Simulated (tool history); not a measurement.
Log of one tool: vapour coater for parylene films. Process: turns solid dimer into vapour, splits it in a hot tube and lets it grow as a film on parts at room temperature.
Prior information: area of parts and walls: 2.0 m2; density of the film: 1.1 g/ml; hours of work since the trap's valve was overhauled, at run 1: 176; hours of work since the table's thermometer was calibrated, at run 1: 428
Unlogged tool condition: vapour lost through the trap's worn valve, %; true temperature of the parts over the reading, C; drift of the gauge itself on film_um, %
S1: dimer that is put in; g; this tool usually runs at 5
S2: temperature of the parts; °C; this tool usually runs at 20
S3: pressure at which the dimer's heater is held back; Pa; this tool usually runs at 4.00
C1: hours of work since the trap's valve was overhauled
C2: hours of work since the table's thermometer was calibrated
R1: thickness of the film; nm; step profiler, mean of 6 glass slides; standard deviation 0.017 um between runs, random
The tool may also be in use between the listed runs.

| run | day | S1 | S2 | S3 | C1 | C2 | R1 |
|---|---|---|---|---|---|---|---|
| 1 | 0.000 | 5 | 20 | 4.00 | 176 | 428 | 1300 |
|  | 2.933 | trap's valve overhauled |
| 2 | 3.183 | 4 | 20 | 4.00 | 3 | 469 | 1190 |
| 3 | 6.004 | 4 | 20 | 4.00 | 42 | 507 | 1160 |
| 4 | 8.675 | 4 | 20 | 4.00 | 78 | 544 | 1150 |
| 5 | 11.946 | 4 | 20 | 4.00 | 122 | 588 | 1100 |
| 6 | 15.533 | 4 | 20 | 4.00 | 171 | 637 | 1060 |
| 7 | 17.588 | 4 | 18 | 2.01 | 199 | 665 | 1230 |
|  | 17.975 | table's thermometer calibrated |
|  | 18.971 | trap's valve overhauled |
| 8 | 20.612 | 7 | 31 | 3.19 | 22 | 34 | 1350 |
| 9 | 22.754 | 7 | 31 | 3.19 | 51 | 63 | 1330 |
| 10 | 26.129 | 7 | 31 | 3.19 | 97 | 108 | 1300 |
|  | 27.646 | table's thermometer calibrated, once more |
| 11 | 29.150 | 7 | 31 | 3.19 | 138 | 20 | 1180 |
| 12 | 32.579 | 7 | 31 | 3.19 | 184 | 67 | 1150 |

Forecast each of these 5 alternatives for the next run:
|  | 34.829 | trap's valve overhauled |
| A | 35.954 | 5 | 20 | 4.69 | 15 | 111 | ? |
|  | 34.829 | trap's valve overhauled |
| B | 35.954 | 3 | 16 | 4.00 | 15 | 111 | ? |
|  | 34.829 | trap's valve overhauled |
| C | 35.954 | 7 | 31 | 2.89 | 15 | 111 | ? |
|  | 34.829 | trap's valve overhauled |
| D | 35.954 | 5 | 20 | 5.12 | 15 | 111 | ? |
|  | 34.829 | trap's valve overhauled |
| E | 35.954 | 8 | 19 | 8.28 | 15 | 111 | ? |

| run | R1 |
|---|---|
| A | 1390 |
| B | 1040 |
| C | 1300 |
| D | 1390 |
| E | 2180 |
Stripped of hidden state, with their random variation kept, the same runs would have yielded:
| run | R1 |
|---|---|
| A | 1410 |
| B | 1060 |
| C | 1320 |
| D | 1410 |
| E | 2210 |
